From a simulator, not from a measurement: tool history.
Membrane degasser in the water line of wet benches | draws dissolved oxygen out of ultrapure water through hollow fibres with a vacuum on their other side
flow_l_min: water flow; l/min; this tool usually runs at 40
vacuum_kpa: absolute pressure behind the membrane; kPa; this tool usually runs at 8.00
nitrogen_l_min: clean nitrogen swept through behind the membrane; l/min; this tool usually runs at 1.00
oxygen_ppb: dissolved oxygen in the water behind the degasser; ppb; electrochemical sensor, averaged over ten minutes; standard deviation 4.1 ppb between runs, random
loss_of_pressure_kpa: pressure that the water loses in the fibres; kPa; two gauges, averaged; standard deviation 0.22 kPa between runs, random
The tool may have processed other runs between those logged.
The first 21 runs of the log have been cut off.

| run | hour | flow_l_min | vacuum_kpa | nitrogen_l_min | hours since the membrane was changed | hours since the vacuum gauge was calibrated | hours since the vacuum lines were made tight | oxygen_ppb | loss_of_pressure_kpa |
|---|---|---|---|---|---|---|---|---|---|
| 22 | 2003.5 | 52 | 15.71 | 1.67 | 2765 | 4408 | 1990 | 928.4 | 71.37 |
| 23 | 2076.9 | 41 | 4.87 | 0.73 | 2839 | 4481 | 2063 | 266.6 | 56.61 |
| 24 | 2163.9 | 62 | 13.37 | 0.71 | 2926 | 4568 | 2150 | 1522.1 | 85.28 |
|  | 2250.3 | gauge calibrated |
| 25 | 2257.6 | 62 | 13.37 | 0.71 | 3020 | 4662 | 2244 | 1531.4 | 83.47 |
| 26 | 2336.3 | 40 | 9.49 | 1.48 | 3098 | 4741 | 2323 | 439.8 | 54.10 |
| 27 | 2391.5 | 55 | 5.11 | 0.67 | 3153 | 4796 | 2378 | 478.0 | 74.26 |
| 28 | 2476.6 | 55 | 5.11 | 0.67 | 3239 | 4881 | 2463 | 485.5 | 74.59 |
| 29 | 2604.6 | 28 | 18.04 | 0.67 | 3367 | 5009 | 2591 | 1098.5 | 37.91 |
| 30 | 2709.1 | 30 | 16.16 | 1.90 | 3471 | 5114 | 2695 | 468.7 | 40.47 |
| 31 | 2771.7 | 40 | 9.07 | 0.43 | 3534 | 5176 | 2758 | 886.4 | 54.34 |
| 32 | 2845.2 | 40 | 10.36 | 1.00 | 3607 | 5250 | 2832 | 630.7 | 54.47 |
| 33 | 2966.3 | 40 | 10.36 | 1.00 | 3728 | 5371 | 2953 | 627.5 | 54.23 |

Here are 3 independent what-if runs from the current tool condition. What would each one return?
| A | 3067.9 | 49 | 8.63 | 1.00 | 3830 | 5472 | 3054 | ? | ? |
| B | 3067.9 | 55 | 7.17 | 1.86 | 3830 | 5472 | 3054 | ? | ? |
| C | 3067.9 | 47 | 6.98 | 1.62 | 3830 | 5472 | 3054 | ? | ? |

| run | oxygen_ppb | loss_of_pressure_kpa |
|---|---|---|
| A | 643.8 | 66.70 |
| B | 472.5 | 74.61 |
| C | 372.2 | 63.98 |
The same runs, with their run-to-run variation unchanged, on a tool lacking any hidden condition would have given:
| run | oxygen_ppb | loss_of_pressure_kpa |
|---|---|---|
| A | 643.3 | 66.15 |
| B | 471.9 | 73.98 |
| C | 371.8 | 63.44 |

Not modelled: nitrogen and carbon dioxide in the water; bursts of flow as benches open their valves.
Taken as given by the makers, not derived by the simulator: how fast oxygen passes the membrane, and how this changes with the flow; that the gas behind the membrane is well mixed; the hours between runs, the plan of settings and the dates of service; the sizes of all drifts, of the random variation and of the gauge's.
